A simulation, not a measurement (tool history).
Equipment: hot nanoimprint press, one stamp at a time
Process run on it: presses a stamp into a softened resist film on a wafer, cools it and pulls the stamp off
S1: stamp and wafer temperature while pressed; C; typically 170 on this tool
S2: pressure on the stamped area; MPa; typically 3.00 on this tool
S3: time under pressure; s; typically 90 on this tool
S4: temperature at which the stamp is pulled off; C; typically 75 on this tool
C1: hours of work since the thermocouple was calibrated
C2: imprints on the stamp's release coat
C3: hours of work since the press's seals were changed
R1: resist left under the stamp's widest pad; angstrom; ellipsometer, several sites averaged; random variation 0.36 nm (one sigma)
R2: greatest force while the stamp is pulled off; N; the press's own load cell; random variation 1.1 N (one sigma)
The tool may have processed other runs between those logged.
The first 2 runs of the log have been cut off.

run 3 hour=20.8 | S1=170 S2=3.00 S3=90 S4=75 | C1=57 C2=667 C3=198 | R1=1650 R2=226
run 4 hour=30.8 | S1=170 S2=3.00 S3=90 S4=75 | C1=61 C2=697 C3=202 | R1=1643 R2=228
run 5 hour=37.5 | S1=170 S2=3.00 S3=90 S4=75 | C1=65 C2=718 C3=206 | R1=1640 R2=227
run 6 hour=48.0 | S1=170 S2=3.00 S3=90 S4=61 | C1=70 C2=750 C3=211 | R1=1638 R2=293
run 7 hour=57.3 | S1=170 S2=3.00 S3=90 S4=61 | C1=74 C2=778 C3=215 | R1=1643 R2=291
run 8 hour=64.4 | S1=170 S2=3.00 S3=90 S4=61 | C1=77 C2=799 C3=218 | R1=1641 R2=293
run 9 hour=71.4 | S1=170 S2=3.00 S3=90 S4=75 | C1=81 C2=820 C3=222 | R1=1639 R2=229
run 10 hour=85.9 | S1=170 S2=3.00 S3=90 S4=75 | C1=87 C2=864 C3=229 | R1=1641 R2=232
run 11 hour=92.6 | S1=170 S2=3.00 S3=90 S4=75 | C1=91 C2=885 C3=232 | R1=1635 R2=230
-- hour=108.4 stamp cleaned and given a new release coat
run 12 hour=114.1 | S1=170 S2=3.00 S3=90 S4=75 | C1=98 C2=18 C3=239 | R1=1638 R2=208
run 13 hour=120.4 | S1=170 S2=3.00 S3=90 S4=75 | C1=101 C2=37 C3=242 | R1=1642 R2=209
run 14 hour=131.9 | S1=170 S2=3.00 S3=90 S4=75 | C1=106 C2=71 C3=247 | R1=1633 R2=210
run 15 hour=140.6 | S1=170 S2=3.00 S3=90 S4=75 | C1=111 C2=98 C3=252 | R1=1633 R2=210
run 16 hour=154.6 | S1=178 S2=2.33 S3=141 S4=69 | C1=117 C2=140 C3=258 | R1=1025 R2=238
run 17 hour=165.8 | S1=178 S2=3.76 S3=146 S4=75 | C1=122 C2=174 C3=263 | R1=794 R2=212
run 18 hour=172.5 | S1=160 S2=3.64 S3=146 S4=78 | C1=126 C2=194 C3=267 | R1=2086 R2=199
run 19 hour=181.5 | S1=160 S2=3.56 S3=146 S4=78 | C1=130 C2=222 C3=271 | R1=2105 R2=199
run 20 hour=191.0 | S1=170 S2=2.34 S3=90 S4=74 | C1=134 C2=250 C3=275 | R1=1802 R2=219
run 21 hour=199.5 | S1=161 S2=2.13 S3=168 S4=79 | C1=138 C2=276 C3=279 | R1=2267 R2=197
run 22 hour=209.7 | S1=170 S2=4.32 S3=160 S4=78 | C1=143 C2=307 C3=284 | R1=1119 R2=202
run 23 hour=223.6 | S1=170 S2=3.00 S3=61 S4=78 | C1=150 C2=349 C3=291 | R1=1841 R2=203
run 24 hour=237.3 | S1=170 S2=3.00 S3=61 S4=78 | C1=156 C2=391 C3=297 | R1=1835 R2=204
run 25 hour=245.2 | S1=170 S2=3.00 S3=61 S4=78 | C1=160 C2=415 C3=301 | R1=1835 R2=204

What will run 26 give?
run 26 hour=256.3 | S1=165 S2=2.78 S3=90 S4=69 | C1=165 C2=448 C3=306 | R1=? R2=?

Run 26 gave R1 2096 angstrom, R2 244 N.
Were there no unlogged condition in the tool, this run, its random variation unchanged, would have produced R1 2119 angstrom, R2 232 N.

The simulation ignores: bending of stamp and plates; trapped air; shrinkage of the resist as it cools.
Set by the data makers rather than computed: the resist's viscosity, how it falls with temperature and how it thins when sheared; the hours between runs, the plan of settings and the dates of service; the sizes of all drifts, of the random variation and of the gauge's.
